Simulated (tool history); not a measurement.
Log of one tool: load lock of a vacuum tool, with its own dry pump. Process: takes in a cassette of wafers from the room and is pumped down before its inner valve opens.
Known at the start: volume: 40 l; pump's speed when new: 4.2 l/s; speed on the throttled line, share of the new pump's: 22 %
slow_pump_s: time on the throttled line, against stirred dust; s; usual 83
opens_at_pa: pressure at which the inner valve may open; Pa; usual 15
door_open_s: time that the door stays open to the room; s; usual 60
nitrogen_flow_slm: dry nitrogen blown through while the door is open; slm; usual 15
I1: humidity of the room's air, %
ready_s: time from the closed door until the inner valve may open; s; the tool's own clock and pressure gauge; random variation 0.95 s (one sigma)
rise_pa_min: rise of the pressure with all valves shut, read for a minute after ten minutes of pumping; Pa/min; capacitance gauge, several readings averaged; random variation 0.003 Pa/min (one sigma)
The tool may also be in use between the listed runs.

run 1 day=0 | slow_pump_s=83 opens_at_pa=15 door_open_s=60 nitrogen_flow_slm=15 | I1=48.4 | ready_s=168.9 rise_pa_min=0.161
run 2 day=11.317 | slow_pump_s=83 opens_at_pa=15 door_open_s=60 nitrogen_flow_slm=15 | I1=44.7 | ready_s=168.4 rise_pa_min=0.166
run 3 day=19.904 | slow_pump_s=83 opens_at_pa=15 door_open_s=60 nitrogen_flow_slm=15 | I1=46.9 | ready_s=171.2 rise_pa_min=0.171
run 4 day=28.829 | slow_pump_s=83 opens_at_pa=15 door_open_s=60 nitrogen_flow_slm=15 | I1=46.2 | ready_s=169.8 rise_pa_min=0.171
run 5 day=34.621 | slow_pump_s=83 opens_at_pa=15 door_open_s=60 nitrogen_flow_slm=15 | I1=46.9 | ready_s=170.4 rise_pa_min=0.175
run 6 day=43.104 | slow_pump_s=83 opens_at_pa=15 door_open_s=60 nitrogen_flow_slm=15 | I1=44.8 | ready_s=172.8 rise_pa_min=0.178
run 7 day=49.988 | slow_pump_s=83 opens_at_pa=15 door_open_s=60 nitrogen_flow_slm=15 | I1=46.4 | ready_s=172.7 rise_pa_min=0.186
run 8 day=60.025 | slow_pump_s=83 opens_at_pa=15 door_open_s=60 nitrogen_flow_slm=15 | I1=43.1 | ready_s=174.3 rise_pa_min=0.179
run 9 day=66.2 | slow_pump_s=83 opens_at_pa=15 door_open_s=60 nitrogen_flow_slm=15 | I1=44.4 | ready_s=174.5 rise_pa_min=0.187
run 10 day=77.775 | slow_pump_s=83 opens_at_pa=15 door_open_s=60 nitrogen_flow_slm=15 | I1=44.7 | ready_s=175.9 rise_pa_min=0.196
-- day=86.358 dry pump taken out, an overhauled one fitted
run 11 day=87.654 | slow_pump_s=83 opens_at_pa=15 door_open_s=60 nitrogen_flow_slm=15 | I1=45.5 | ready_s=149.2 rise_pa_min=0.202
run 12 day=96.896 | slow_pump_s=83 opens_at_pa=15 door_open_s=60 nitrogen_flow_slm=15 | I1=46.2 | ready_s=148.6 rise_pa_min=0.202
run 13 day=107.146 | slow_pump_s=83 opens_at_pa=15 door_open_s=60 nitrogen_flow_slm=15 | I1=42.6 | ready_s=148.4 rise_pa_min=0.208
run 14 day=112.483 | slow_pump_s=83 opens_at_pa=15 door_open_s=60 nitrogen_flow_slm=15 | I1=45.4 | ready_s=148.6 rise_pa_min=0.209
run 15 day=123.683 | slow_pump_s=83 opens_at_pa=15 door_open_s=49 nitrogen_flow_slm=15 | I1=47.6 | ready_s=148.2 rise_pa_min=0.211
run 16 day=135.175 | slow_pump_s=83 opens_at_pa=15 door_open_s=49 nitrogen_flow_slm=15 | I1=45.9 | ready_s=148.8 rise_pa_min=0.214
run 17 day=141.588 | slow_pump_s=83 opens_at_pa=15 door_open_s=49 nitrogen_flow_slm=15 | I1=46 | ready_s=148.8 rise_pa_min=0.225
run 18 day=148.871 | slow_pump_s=83 opens_at_pa=15 door_open_s=49 nitrogen_flow_slm=15 | I1=41.9 | ready_s=152.6 rise_pa_min=0.222
run 19 day=160.862 | slow_pump_s=83 opens_at_pa=15 door_open_s=49 nitrogen_flow_slm=15 | I1=47.9 | ready_s=149.6 rise_pa_min=0.234
run 20 day=166.542 | slow_pump_s=83 opens_at_pa=15 door_open_s=28 nitrogen_flow_slm=15 | I1=45.7 | ready_s=152 rise_pa_min=0.22
run 21 day=176.375 | slow_pump_s=83 opens_at_pa=15 door_open_s=28 nitrogen_flow_slm=15 | I1=45.8 | ready_s=152.7 rise_pa_min=0.23
run 22 day=183.108 | slow_pump_s=120 opens_at_pa=26 door_open_s=60 nitrogen_flow_slm=15 | I1=46.1 | ready_s=174.8 rise_pa_min=0.243
run 23 day=194.417 | slow_pump_s=72 opens_at_pa=21 door_open_s=109 nitrogen_flow_slm=45 | I1=43.2 | ready_s=141.4 rise_pa_min=0.242
run 24 day=205.95 | slow_pump_s=72 opens_at_pa=21 door_open_s=109 nitrogen_flow_slm=45 | I1=42.8 | ready_s=141.3 rise_pa_min=0.233
run 25 day=217.129 | slow_pump_s=72 opens_at_pa=21 door_open_s=109 nitrogen_flow_slm=45 | I1=45.4 | ready_s=142.5 rise_pa_min=0.248
run 26 day=229.938 | slow_pump_s=83 opens_at_pa=15 door_open_s=60 nitrogen_flow_slm=16 | I1=46.7 | ready_s=153.9 rise_pa_min=0.271
run 27 day=236.829 | slow_pump_s=152 opens_at_pa=15 door_open_s=60 nitrogen_flow_slm=20 | I1=41.5 | ready_s=209.7 rise_pa_min=0.26
run 28 day=248.242 | slow_pump_s=162 opens_at_pa=29 door_open_s=28 nitrogen_flow_slm=20 | I1=43.3 | ready_s=207.6 rise_pa_min=0.262
run 29 day=254.383 | slow_pump_s=83 opens_at_pa=20 door_open_s=116 nitrogen_flow_slm=4 | I1=46 | ready_s=153.3 rise_pa_min=0.313
run 30 day=262.917 | slow_pump_s=83 opens_at_pa=20 door_open_s=116 nitrogen_flow_slm=4 | I1=48.9 | ready_s=152.4 rise_pa_min=0.331
run 31 day=273.917 | slow_pump_s=44 opens_at_pa=20 door_open_s=29 nitrogen_flow_slm=4 | I1=46.1 | ready_s=124.1 rise_pa_min=0.292
run 32 day=284.871 | slow_pump_s=44 opens_at_pa=20 door_open_s=29 nitrogen_flow_slm=4 | I1=44 | ready_s=124.3 rise_pa_min=0.301
-- day=288.121 door's seal changed, seat wiped
run 33 day=293.188 | slow_pump_s=44 opens_at_pa=11 door_open_s=52 nitrogen_flow_slm=4 | I1=45.4 | ready_s=130.3 rise_pa_min=0.064
run 34 day=304.288 | slow_pump_s=105 opens_at_pa=15 door_open_s=60 nitrogen_flow_slm=15 | I1=46.3 | ready_s=174.5 rise_pa_min=0.059
run 35 day=314.488 | slow_pump_s=116 opens_at_pa=27 door_open_s=58 nitrogen_flow_slm=10 | I1=46.7 | ready_s=176.9 rise_pa_min=0.065
run 36 day=324.342 | slow_pump_s=139 opens_at_pa=11 door_open_s=72 nitrogen_flow_slm=15 | I1=46.6 | ready_s=205.3 rise_pa_min=0.056
run 37 day=332.729 | slow_pump_s=139 opens_at_pa=11 door_open_s=72 nitrogen_flow_slm=15 | I1=44.9 | ready_s=204.1 rise_pa_min=0.063

4 ways to go on from here, each from the tool as it stands after run 37. What would each give?
run A day=339.471 | slow_pump_s=127 opens_at_pa=17 door_open_s=72 nitrogen_flow_slm=15 | I1=42.3 | ready_s=? rise_pa_min=?
run B day=339.471 | slow_pump_s=104 opens_at_pa=15 door_open_s=72 nitrogen_flow_slm=32 | I1=43.9 | ready_s=? rise_pa_min=?
run C day=339.471 | slow_pump_s=83 opens_at_pa=13 door_open_s=60 nitrogen_flow_slm=25 | I1=44.8 | ready_s=? rise_pa_min=?
run D day=339.471 | slow_pump_s=139 opens_at_pa=11 door_open_s=72 nitrogen_flow_slm=23 | I1=45.5 | ready_s=? rise_pa_min=?

run=A ready_s=190.4 rise_pa_min=0.057
run=B ready_s=174.7 rise_pa_min=0.042
run=C ready_s=162.5 rise_pa_min=0.048
run=D ready_s=204.1 rise_pa_min=0.055
Without the tool's hidden state the same runs would have given:
run=A ready_s=181.7 rise_pa_min=0.049
run=B ready_s=164.9 rise_pa_min=0.034
run=C ready_s=151.8 rise_pa_min=0.04
run=D ready_s=194.9 rise_pa_min=0.048
